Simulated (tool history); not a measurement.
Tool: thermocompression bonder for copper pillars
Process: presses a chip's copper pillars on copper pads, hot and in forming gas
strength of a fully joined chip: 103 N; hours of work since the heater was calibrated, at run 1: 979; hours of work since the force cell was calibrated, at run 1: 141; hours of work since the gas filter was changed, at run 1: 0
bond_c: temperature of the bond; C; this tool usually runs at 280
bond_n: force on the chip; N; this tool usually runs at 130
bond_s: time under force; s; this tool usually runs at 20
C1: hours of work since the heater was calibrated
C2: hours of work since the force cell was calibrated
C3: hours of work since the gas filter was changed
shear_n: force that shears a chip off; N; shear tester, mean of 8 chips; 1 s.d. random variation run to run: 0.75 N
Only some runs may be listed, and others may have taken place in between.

run 1 hour=0 | bond_c=280 bond_n=130 bond_s=20 | C1=979 C2=141 C3=0 | shear_n=67.9
run 2 hour=12.4 | bond_c=280 bond_n=130 bond_s=20 | C1=986 C2=148 C3=7 | shear_n=68.8
run 3 hour=28.1 | bond_c=280 bond_n=130 bond_s=20 | C1=994 C2=157 C3=15 | shear_n=68.3
run 4 hour=43.9 | bond_c=280 bond_n=130 bond_s=51 | C1=1003 C2=165 C3=24 | shear_n=85
run 5 hour=64.6 | bond_c=267 bond_n=130 bond_s=20 | C1=1014 C2=176 C3=35 | shear_n=59
run 6 hour=79.5 | bond_c=267 bond_n=130 bond_s=20 | C1=1022 C2=185 C3=43 | shear_n=58.3
run 7 hour=98.9 | bond_c=267 bond_n=130 bond_s=20 | C1=1033 C2=195 C3=54 | shear_n=60.5
run 8 hour=111 | bond_c=267 bond_n=130 bond_s=20 | C1=1040 C2=202 C3=61 | shear_n=57.9
run 9 hour=125.8 | bond_c=280 bond_n=130 bond_s=44 | C1=1048 C2=210 C3=69 | shear_n=81.4
run 10 hour=138.7 | bond_c=280 bond_n=130 bond_s=44 | C1=1055 C2=217 C3=76 | shear_n=82.7
run 11 hour=159.2 | bond_c=270 bond_n=130 bond_s=20 | C1=1066 C2=228 C3=87 | shear_n=60.9
-- hour=162.7 heater calibrated with a thermocouple chip
run 12 hour=178.6 | bond_c=270 bond_n=130 bond_s=20 | C1=9 C2=238 C3=96 | shear_n=65.5
run 13 hour=198.9 | bond_c=270 bond_n=130 bond_s=20 | C1=20 C2=249 C3=107 | shear_n=63.5
run 14 hour=215.5 | bond_c=280 bond_n=130 bond_s=40 | C1=29 C2=258 C3=116 | shear_n=82
run 15 hour=233.3 | bond_c=280 bond_n=130 bond_s=40 | C1=39 C2=267 C3=126 | shear_n=82.5
run 16 hour=250.7 | bond_c=280 bond_n=130 bond_s=40 | C1=48 C2=277 C3=136 | shear_n=82.3
run 17 hour=268.6 | bond_c=280 bond_n=130 bond_s=20 | C1=58 C2=287 C3=145 | shear_n=71.7
-- hour=290.3 heater calibrated with a thermocouple chip, once more
run 18 hour=291 | bond_c=280 bond_n=130 bond_s=20 | C1=0 C2=298 C3=157 | shear_n=60.3
run 19 hour=302.2 | bond_c=280 bond_n=130 bond_s=20 | C1=6 C2=304 C3=163 | shear_n=59.7
run 20 hour=320.2 | bond_c=280 bond_n=130 bond_s=20 | C1=16 C2=314 C3=172 | shear_n=57.1
run 21 hour=330.6 | bond_c=287 bond_n=81 bond_s=33 | C1=22 C2=319 C3=178 | shear_n=57.8
run 22 hour=347.5 | bond_c=287 bond_n=98 bond_s=33 | C1=31 C2=329 C3=187 | shear_n=65.4
run 23 hour=362 | bond_c=287 bond_n=98 bond_s=33 | C1=39 C2=337 C3=195 | shear_n=63.9
run 24 hour=375.3 | bond_c=269 bond_n=140 bond_s=51 | C1=46 C2=344 C3=203 | shear_n=69.3
run 25 hour=388.8 | bond_c=308 bond_n=130 bond_s=16 | C1=54 C2=351 C3=210 | shear_n=73.7
run 26 hour=401 | bond_c=264 bond_n=93 bond_s=26 | C1=60 C2=358 C3=217 | shear_n=41.9
run 27 hour=418 | bond_c=300 bond_n=130 bond_s=39 | C1=70 C2=367 C3=226 | shear_n=83.4
run 28 hour=429.6 | bond_c=304 bond_n=79 bond_s=14 | C1=76 C2=373 C3=232 | shear_n=52
run 29 hour=445.7 | bond_c=304 bond_n=79 bond_s=14 | C1=85 C2=382 C3=241 | shear_n=54.2
run 30 hour=454.8 | bond_c=261 bond_n=121 bond_s=13 | C1=90 C2=387 C3=246 | shear_n=36.5
run 31 hour=465.6 | bond_c=309 bond_n=92 bond_s=54 | C1=96 C2=393 C3=252 | shear_n=83.3
run 32 hour=476.8 | bond_c=269 bond_n=100 bond_s=20 | C1=102 C2=399 C3=258 | shear_n=43.1
run 33 hour=492.3 | bond_c=263 bond_n=169 bond_s=20 | C1=110 C2=408 C3=266 | shear_n=52.1
run 34 hour=506.5 | bond_c=280 bond_n=147 bond_s=57 | C1=118 C2=415 C3=274 | shear_n=78
run 35 hour=527.2 | bond_c=280 bond_n=156 bond_s=36 | C1=129 C2=427 C3=285 | shear_n=72.9
-- hour=529.4 forming gas filter changed
run 36 hour=548.8 | bond_c=280 bond_n=156 bond_s=36 | C1=141 C2=438 C3=11 | shear_n=79.4
run 37 hour=557.8 | bond_c=280 bond_n=156 bond_s=36 | C1=146 C2=443 C3=15 | shear_n=79.9
run 38 hour=576.1 | bond_c=280 bond_n=182 bond_s=35 | C1=156 C2=453 C3=25 | shear_n=82.2
run 39 hour=596.2 | bond_c=295 bond_n=136 bond_s=38 | C1=167 C2=464 C3=36 | shear_n=82.8

Forecast each of these 5 alternatives for the next run:
run A hour=617.2 | bond_c=276 bond_n=136 bond_s=32 | C1=178 C2=475 C3=48 | shear_n=?
run B hour=617.2 | bond_c=280 bond_n=151 bond_s=14 | C1=178 C2=475 C3=48 | shear_n=?
run C hour=617.2 | bond_c=294 bond_n=102 bond_s=20 | C1=178 C2=475 C3=48 | shear_n=?
run D hour=617.2 | bond_c=284 bond_n=133 bond_s=17 | C1=178 C2=475 C3=48 | shear_n=?
run E hour=617.2 | bond_c=275 bond_n=152 bond_s=18 | C1=178 C2=475 C3=48 | shear_n=?

run=A shear_n=69.3
run=B shear_n=60.6
run=C shear_n=63.5
run=D shear_n=62.7
run=E shear_n=61.3
Take away the tool's hidden state, keep each run's random variation, and the runs would have read:
run=A shear_n=68.5
run=B shear_n=59.8
run=C shear_n=62.8
run=D shear_n=61.9
run=E shear_n=60.4
